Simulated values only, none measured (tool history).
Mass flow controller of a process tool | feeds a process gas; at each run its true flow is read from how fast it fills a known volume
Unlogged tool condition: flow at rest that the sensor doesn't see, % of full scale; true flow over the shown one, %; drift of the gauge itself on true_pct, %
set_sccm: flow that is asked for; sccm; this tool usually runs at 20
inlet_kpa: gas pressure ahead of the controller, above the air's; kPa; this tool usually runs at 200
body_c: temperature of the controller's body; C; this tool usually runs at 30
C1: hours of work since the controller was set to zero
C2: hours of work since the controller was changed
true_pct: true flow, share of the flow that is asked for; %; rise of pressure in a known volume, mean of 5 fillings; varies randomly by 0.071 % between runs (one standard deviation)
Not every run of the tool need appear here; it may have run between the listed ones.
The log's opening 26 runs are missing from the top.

{"run": 27, "day": 198.921, "set_sccm": 20, "inlet_kpa": 151, "body_c": 23, "C1": 284, "C2": 3836, "true_pct": 98.07}
{"run": 28, "day": 205.512, "set_sccm": 20, "inlet_kpa": 188, "body_c": 30, "C1": 370, "C2": 3922, "true_pct": 98.25}
{"run": 29, "day": 217.192, "set_sccm": 20, "inlet_kpa": 188, "body_c": 28, "C1": 524, "C2": 4076, "true_pct": 98.31}
{"run": 30, "day": 224.4, "set_sccm": 7, "inlet_kpa": 188, "body_c": 26, "C1": 619, "C2": 4170, "true_pct": 97.08}
{"run": 31, "day": 234.475, "set_sccm": 11, "inlet_kpa": 278, "body_c": 21, "C1": 751, "C2": 4303, "true_pct": 97.47}
{"run": 32, "day": 240.129, "set_sccm": 20, "inlet_kpa": 216, "body_c": 30, "C1": 825, "C2": 4377, "true_pct": 98.34}
{"run": 33, "day": 247.792, "set_sccm": 20, "inlet_kpa": 216, "body_c": 30, "C1": 926, "C2": 4478, "true_pct": 98.29}
{"run": 34, "day": 254.95, "set_sccm": 20, "inlet_kpa": 216, "body_c": 30, "C1": 1020, "C2": 4572, "true_pct": 98.12}
{"run": 35, "day": 265.867, "set_sccm": 7, "inlet_kpa": 268, "body_c": 30, "C1": 1164, "C2": 4716, "true_pct": 96.95}
{"run": 36, "day": 277.088, "set_sccm": 32, "inlet_kpa": 148, "body_c": 30, "C1": 1311, "C2": 4863, "true_pct": 98.38}
{"run": 37, "day": 286.525, "set_sccm": 9, "inlet_kpa": 212, "body_c": 38, "C1": 1435, "C2": 4987, "true_pct": 97.21}
{"run": 38, "day": 297.058, "set_sccm": 7, "inlet_kpa": 231, "body_c": 20, "C1": 1574, "C2": 5126, "true_pct": 95.7}
{"run": 39, "day": 303.646, "set_sccm": 7, "inlet_kpa": 231, "body_c": 20, "C1": 1660, "C2": 5212, "true_pct": 95.66}
{"run": 40, "day": 312.462, "set_sccm": 7, "inlet_kpa": 231, "body_c": 20, "C1": 1776, "C2": 5328, "true_pct": 95.32}
{"run": 41, "day": 319.35, "set_sccm": 7, "inlet_kpa": 231, "body_c": 20, "C1": 1867, "C2": 5419, "true_pct": 95.31}
{"run": 42, "day": 327.846, "set_sccm": 7, "inlet_kpa": 231, "body_c": 20, "C1": 1978, "C2": 5530, "true_pct": 95.11}
{"run": 43, "day": 339.642, "set_sccm": 14, "inlet_kpa": 210, "body_c": 28, "C1": 2134, "C2": 5685, "true_pct": 96.83}
{"run": 44, "day": 351.271, "set_sccm": 24, "inlet_kpa": 147, "body_c": 30, "C1": 2286, "C2": 5838, "true_pct": 97.48}
{"run": 45, "day": 356.617, "set_sccm": 10, "inlet_kpa": 200, "body_c": 22, "C1": 2357, "C2": 5909, "true_pct": 95.62}

For run 46, what comes out?
{"run": 46, "day": 366.942, "set_sccm": 10, "inlet_kpa": 200, "body_c": 22, "C1": 2492, "C2": 6044, "true_pct": "?"}

Run 46 gave true_pct 95.53 %.
On a tool with no hidden condition, and with the same random variation, this run would have come out at true_pct 98.77 %.
